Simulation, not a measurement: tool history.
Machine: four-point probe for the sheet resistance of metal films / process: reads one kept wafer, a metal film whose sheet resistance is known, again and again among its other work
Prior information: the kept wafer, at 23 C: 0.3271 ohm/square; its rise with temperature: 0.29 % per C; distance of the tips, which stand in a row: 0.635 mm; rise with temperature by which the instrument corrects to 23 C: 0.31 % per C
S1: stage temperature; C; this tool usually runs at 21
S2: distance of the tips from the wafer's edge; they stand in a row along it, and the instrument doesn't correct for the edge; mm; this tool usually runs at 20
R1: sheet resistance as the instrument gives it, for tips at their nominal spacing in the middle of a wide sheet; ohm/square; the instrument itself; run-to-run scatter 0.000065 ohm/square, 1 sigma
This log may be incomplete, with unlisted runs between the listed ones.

run,hour,S1,S2,R1
1,0.0,21,20,0.327470
2,9.1,30,20,0.326864
3,30.1,30,20,0.326885
4,49.9,30,20,0.326843
5,66.3,34,20,0.326657
6,85.1,21,20,0.327343
7,106.3,21,20,0.327391
8,121.4,21,20,0.327403
9,132.6,21,20,0.327422
10,150.1,21,42,0.327249
11,167.3,21,20,0.327501
12,182.7,21,20,0.327342
13,202.7,21,20,0.327342
14,217.1,28,20,0.326884
15,236.2,21,20,0.327424
16,254.0,20,20,0.327593
17,267.4,20,20,0.327426
18,277.0,20,20,0.327492
19,299.4,20,20,0.327441
20,314.4,20,20,0.327355
21,329.4,21,20,0.327418
22,348.5,21,20,0.327528
23,369.6,21,20,0.327471
24,388.2,21,20,0.327378
25,409.4,27,31,0.326968
26,427.1,21,9,0.327997
27,445.9,27,3,0.334553
28,459.7,27,3,0.334668
29,476.0,23,48,0.327091
30,490.6,19,3,0.335053
31,511.9,19,3,0.335078
32,528.7,27,21,0.326984
33,547.0,30,4,0.331019
34,562.8,33,9,0.327387
35,580.2,33,9,0.327386
36,595.0,21,6,0.329266
37,610.5,32,6,0.328543
38,622.1,20,5,0.330118
39,643.3,23,18,0.327204
40,663.0,23,18,0.327253
41,679.3,23,18,0.327469
42,698.3,34,26,0.326574
43,708.2,26,11,0.327556
44,723.1,27,70,0.326817
45,739.2,22,16,0.327479
46,752.2,22,16,0.327434

Here are 3 independent what-if runs from the current tool condition. What would each one return?
A,766.0,19,13,?
B,766.0,21,4,?
C,766.0,20,39,?

run,R1
A,0.327744
B,0.331683
C,0.327362
Take away the tool's hidden state, keep each run's random variation, and the runs would have read:
run,R1
A,0.327742
B,0.331681
C,0.327361
